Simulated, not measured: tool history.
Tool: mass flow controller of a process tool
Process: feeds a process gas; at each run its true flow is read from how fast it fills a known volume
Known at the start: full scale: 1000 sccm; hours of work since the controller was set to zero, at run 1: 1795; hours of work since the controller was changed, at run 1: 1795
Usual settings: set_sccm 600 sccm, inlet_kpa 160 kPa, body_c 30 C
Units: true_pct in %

run,hour,set_sccm,inlet_kpa,body_c,hours of work since the controller was set to zero,hours of work since the controller was changed,true_pct
1,0.0,600,160,30,1795,1795,99.45
2,99.7,600,160,30,1868,1868,99.51
3,230.9,600,160,30,1963,1963,99.50
4,336.1,221,160,30,2040,2040,99.29
5,499.7,221,160,30,2160,2160,99.40
6,655.0,600,160,30,2274,2274,99.74
7,802.2,881,167,27,2381,2381,100.53
8,889.3,881,167,27,2445,2445,100.53
9,992.2,319,145,26,2520,2520,99.68
10,1103.8,178,185,38,2602,2602,99.74
11,1273.7,113,144,39,2726,2726,100.55
12,1372.2,142,215,39,2798,2798,100.24

5 ways to go on from here, each from the tool as it stands after run 12. What would each give?
A,1467.3,157,238,31,2868,2868,?
B,1467.3,723,234,22,2868,2868,?
C,1467.3,692,160,35,2868,2868,?
D,1467.3,600,143,39,2868,2868,?
E,1467.3,305,215,39,2868,2868,?

run,true_pct
A,100.74
B,100.79
C,99.75
D,99.40
E,99.48
Without the tool's hidden state the same runs would have given:
run,true_pct
A,97.59
B,99.44
C,98.38
D,97.94
E,97.45

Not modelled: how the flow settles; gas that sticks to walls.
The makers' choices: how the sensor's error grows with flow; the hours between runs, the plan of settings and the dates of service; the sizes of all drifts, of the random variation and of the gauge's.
